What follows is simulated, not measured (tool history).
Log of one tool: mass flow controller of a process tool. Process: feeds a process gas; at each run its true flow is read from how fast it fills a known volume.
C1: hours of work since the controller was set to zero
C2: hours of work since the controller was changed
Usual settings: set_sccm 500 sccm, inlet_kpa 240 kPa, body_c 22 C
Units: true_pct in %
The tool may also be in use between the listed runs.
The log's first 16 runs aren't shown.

{"run": 17, "hour": 4418.3, "set_sccm": 500, "inlet_kpa": 240, "body_c": 22, "C1": 5123, "C2": 5123, "true_pct": 97.82}
{"run": 18, "hour": 4659.6, "set_sccm": 500, "inlet_kpa": 240, "body_c": 22, "C1": 5254, "C2": 5254, "true_pct": 97.88}
{"run": 19, "hour": 4926.1, "set_sccm": 500, "inlet_kpa": 240, "body_c": 22, "C1": 5399, "C2": 5399, "true_pct": 97.84}
{"run": 20, "hour": 5150.9, "set_sccm": 500, "inlet_kpa": 150, "body_c": 22, "C1": 5521, "C2": 5521, "true_pct": 98.17}
{"run": 21, "hour": 5489.2, "set_sccm": 500, "inlet_kpa": 240, "body_c": 35, "C1": 5705, "C2": 5705, "true_pct": 98.25}
{"hour": 5654.6, "done": "gauge calibrated"}
{"run": 22, "hour": 5819.1, "set_sccm": 536, "inlet_kpa": 166, "body_c": 22, "C1": 5885, "C2": 5885, "true_pct": 99.8}
{"run": 23, "hour": 6105.2, "set_sccm": 536, "inlet_kpa": 141, "body_c": 22, "C1": 6040, "C2": 6040, "true_pct": 99.78}
{"run": 24, "hour": 6497.7, "set_sccm": 536, "inlet_kpa": 141, "body_c": 22, "C1": 6254, "C2": 6254, "true_pct": 99.63}
{"run": 25, "hour": 6703.5, "set_sccm": 146, "inlet_kpa": 240, "body_c": 22, "C1": 6366, "C2": 6366, "true_pct": 98.89}
{"run": 26, "hour": 7103.1, "set_sccm": 146, "inlet_kpa": 240, "body_c": 22, "C1": 6583, "C2": 6583, "true_pct": 98.82}
{"run": 27, "hour": 7338.5, "set_sccm": 407, "inlet_kpa": 166, "body_c": 22, "C1": 6711, "C2": 6711, "true_pct": 99.14}
{"run": 28, "hour": 7603.4, "set_sccm": 500, "inlet_kpa": 212, "body_c": 32, "C1": 6855, "C2": 6855, "true_pct": 99.55}
{"run": 29, "hour": 7975.9, "set_sccm": 500, "inlet_kpa": 149, "body_c": 37, "C1": 7058, "C2": 7058, "true_pct": 100.16}
{"run": 30, "hour": 8254.4, "set_sccm": 500, "inlet_kpa": 149, "body_c": 37, "C1": 7209, "C2": 7209, "true_pct": 99.91}
{"run": 31, "hour": 8621.3, "set_sccm": 500, "inlet_kpa": 149, "body_c": 37, "C1": 7409, "C2": 7409, "true_pct": 99.74}
{"hour": 8953.0, "done": "controller exchanged for a calibrated one"}
{"run": 32, "hour": 9025.1, "set_sccm": 326, "inlet_kpa": 171, "body_c": 21, "C1": 39, "C2": 39, "true_pct": 98.53}
{"run": 33, "hour": 9278.6, "set_sccm": 326, "inlet_kpa": 171, "body_c": 21, "C1": 177, "C2": 177, "true_pct": 98.29}
{"run": 34, "hour": 9552.5, "set_sccm": 381, "inlet_kpa": 240, "body_c": 26, "C1": 326, "C2": 326, "true_pct": 98.43}
{"run": 35, "hour": 9836.8, "set_sccm": 597, "inlet_kpa": 145, "body_c": 34, "C1": 481, "C2": 481, "true_pct": 99.32}
{"run": 36, "hour": 10106.8, "set_sccm": 500, "inlet_kpa": 176, "body_c": 31, "C1": 628, "C2": 628, "true_pct": 98.82}
{"run": 37, "hour": 10458.3, "set_sccm": 500, "inlet_kpa": 176, "body_c": 40, "C1": 819, "C2": 819, "true_pct": 99.28}

5 ways to go on from here, each from the tool as it stands after run 37. What would each give?
{"run": "A", "hour": 10787.7, "set_sccm": 133, "inlet_kpa": 165, "body_c": 40, "C1": 998, "C2": 998, "true_pct": "?"}
{"run": "B", "hour": 10787.7, "set_sccm": 500, "inlet_kpa": 212, "body_c": 40, "C1": 998, "C2": 998, "true_pct": "?"}
{"run": "C", "hour": 10787.7, "set_sccm": 500, "inlet_kpa": 240, "body_c": 23, "C1": 998, "C2": 998, "true_pct": "?"}
{"run": "D", "hour": 10787.7, "set_sccm": 606, "inlet_kpa": 240, "body_c": 21, "C1": 998, "C2": 998, "true_pct": "?"}
{"run": "E", "hour": 10787.7, "set_sccm": 500, "inlet_kpa": 240, "body_c": 30, "C1": 998, "C2": 998, "true_pct": "?"}

run=A true_pct=98.84
run=B true_pct=98.89
run=C true_pct=97.69
run=D true_pct=97.74
run=E true_pct=98.15
Without the tool's hidden state the same runs would have given:
run=A true_pct=100.58
run=B true_pct=100.62
run=C true_pct=99.41
run=D true_pct=99.45
run=E true_pct=99.88
